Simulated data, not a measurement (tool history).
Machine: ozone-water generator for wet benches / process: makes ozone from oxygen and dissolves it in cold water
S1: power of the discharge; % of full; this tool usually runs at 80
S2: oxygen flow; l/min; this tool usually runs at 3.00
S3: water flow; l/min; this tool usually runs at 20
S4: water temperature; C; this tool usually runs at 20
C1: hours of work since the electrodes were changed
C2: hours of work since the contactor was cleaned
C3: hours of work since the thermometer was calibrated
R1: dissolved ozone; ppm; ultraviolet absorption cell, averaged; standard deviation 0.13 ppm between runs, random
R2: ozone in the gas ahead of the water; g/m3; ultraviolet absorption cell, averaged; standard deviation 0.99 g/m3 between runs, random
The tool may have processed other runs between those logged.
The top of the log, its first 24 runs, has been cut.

{"run": 25, "day": 135.692, "S1": 68, "S2": 1.73, "S3": 15, "S4": 18, "C1": 2174, "C2": 655, "C3": 1506, "R1": 14.4, "R2": 196.5}
{"run": 26, "day": 142.542, "S1": 68, "S2": 4.75, "S3": 15, "S4": 15, "C1": 2307, "C2": 788, "C3": 1639, "R1": 17.7, "R2": 125.6}
{"run": 27, "day": 146.358, "S1": 69, "S2": 3.0, "S3": 20, "S4": 20, "C1": 2381, "C2": 862, "C3": 1713, "R1": 12.4, "R2": 156.3}
{"run": 28, "day": 149.912, "S1": 93, "S2": 5.17, "S3": 28, "S4": 15, "C1": 2450, "C2": 931, "C3": 1782, "R1": 12.2, "R2": 140.5}
{"run": 29, "day": 156.958, "S1": 80, "S2": 3.6, "S3": 19, "S4": 13, "C1": 2588, "C2": 1068, "C3": 1919, "R1": 15.7, "R2": 153.7}
{"run": 30, "day": 160.512, "S1": 66, "S2": 4.81, "S3": 19, "S4": 13, "C1": 2657, "C2": 1137, "C3": 1988, "R1": 15.1, "R2": 123.0}
{"run": 31, "day": 164.8, "S1": 86, "S2": 2.91, "S3": 18, "S4": 14, "C1": 2740, "C2": 1221, "C3": 2072, "R1": 16.1, "R2": 175.6}
{"run": 32, "day": 172.367, "S1": 86, "S2": 2.91, "S3": 18, "S4": 14, "C1": 2887, "C2": 1368, "C3": 2219, "R1": 16.1, "R2": 175.7}
{"run": 33, "day": 178.883, "S1": 86, "S2": 2.91, "S3": 18, "S4": 14, "C1": 3014, "C2": 1495, "C3": 2346, "R1": 16.3, "R2": 176.2}
{"run": 34, "day": 185.579, "S1": 86, "S2": 2.91, "S3": 18, "S4": 14, "C1": 3144, "C2": 1625, "C3": 2476, "R1": 16.1, "R2": 174.1}

Below are 3 alternative next runs, each starting from the tool's condition after run 34. Predict each:
{"run": "A", "day": 192.3, "S1": 80, "S2": 4.49, "S3": 13, "S4": 24, "C1": 3275, "C2": 1756, "C3": 2607, "R1": "?", "R2": "?"}
{"run": "B", "day": 192.3, "S1": 62, "S2": 4.6, "S3": 18, "S4": 15, "C1": 3275, "C2": 1756, "C3": 2607, "R1": "?", "R2": "?"}
{"run": "C", "day": 192.3, "S1": 86, "S2": 2.91, "S3": 24, "S4": 15, "C1": 3275, "C2": 1756, "C3": 2607, "R1": "?", "R2": "?"}

run=A R1=18.4 R2=139.5
run=B R1=14.7 R2=120.2
run=C R1=11.6 R2=174.6
Had the tool no hidden state, the same runs would have come out as:
run=A R1=18.4 R2=143.9
run=B R1=14.7 R2=123.9
run=C R1=11.6 R2=180.1
